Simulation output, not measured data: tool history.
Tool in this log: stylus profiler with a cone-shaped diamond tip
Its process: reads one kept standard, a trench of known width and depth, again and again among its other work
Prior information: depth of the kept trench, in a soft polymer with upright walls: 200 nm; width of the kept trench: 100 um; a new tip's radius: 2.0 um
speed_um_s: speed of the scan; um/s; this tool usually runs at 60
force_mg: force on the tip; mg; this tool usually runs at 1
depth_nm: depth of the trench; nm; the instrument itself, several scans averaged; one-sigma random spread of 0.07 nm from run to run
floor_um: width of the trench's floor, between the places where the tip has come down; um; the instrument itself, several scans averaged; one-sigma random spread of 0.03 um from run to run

run    hour  speed_um_s  force_mg  depth_nm  floor_um
  1       0          60         1    201.38     97.91
  2    60.5          60         1    201.34     97.91
  3    93.6          60         1    201.41     97.87
  4   133.8          60         1    201.45     97.92
  5   183.5          60         1    201.44     97.93
  6   214.9          60       0.9    201.34      97.9
  7     249          60       0.9     201.2      97.9
  8   300.8          60         1    201.52      97.9
  9   329.2          46         1    201.44     97.88
      332.7  -- height scale calibrated on a step standard
 10   371.4          60         1    201.27     97.87
 11   408.9          60       0.7    200.89     97.85
 12   467.3          60       0.7    200.95     97.83
 13   533.7          60       0.7    200.79     97.81
 14   566.8          60       0.7    200.87     97.86
 15   598.5          60       0.7    200.88     97.83
 16   644.2          37         1    201.13     97.88
 17   683.2          62      0.35     200.3     97.71
      712.4  -- height scale calibrated on a step standard, once more
 18   714.4         101      1.98    202.77     97.82
 19   747.5         138      2.28    203.06     97.74
 20     777         114         1    201.77     97.69
 21   817.1          38      2.41    203.15     97.94
 22   852.9         138       1.3    201.99     97.64
 23   881.7         126      2.08    202.89     97.69
 24   915.7         126      2.08    202.87     97.74
 25   955.4         131      0.64    201.23     97.56
 26   994.4         131      0.64    201.27     97.53
 27  1045.1         131      0.64    201.31     97.48
 28  1095.1         131      0.64    201.21     97.49
 29  1155.9         131      0.64    201.19     97.46
 30  1192.7          15      0.56    201.27     97.88
 31    1229          15      0.56    201.08     97.88

5 ways to go on from here, each from the tool as it stands after run 31. What would each give?
  A  1260.3         239      0.56         ?         ?
  B  1260.3          70      2.36         ?         ?
  C  1260.3          21      0.56         ?         ?
  D  1260.3         107      2.69         ?         ?
  E  1260.3         106      2.88         ?         ?

run  depth_nm  floor_um
  A    201.12     97.06
  B    203.04     97.82
  C    201.15      97.8
  D    203.18     97.73
  E    203.51     97.78
Take away the tool's hidden state, keep each run's random variation, and the runs would have read:
run  depth_nm  floor_um
  A    201.14     97.39
  B    203.06     98.14
  C    201.16     98.13
  D     203.2     98.06
  E    203.53     98.11

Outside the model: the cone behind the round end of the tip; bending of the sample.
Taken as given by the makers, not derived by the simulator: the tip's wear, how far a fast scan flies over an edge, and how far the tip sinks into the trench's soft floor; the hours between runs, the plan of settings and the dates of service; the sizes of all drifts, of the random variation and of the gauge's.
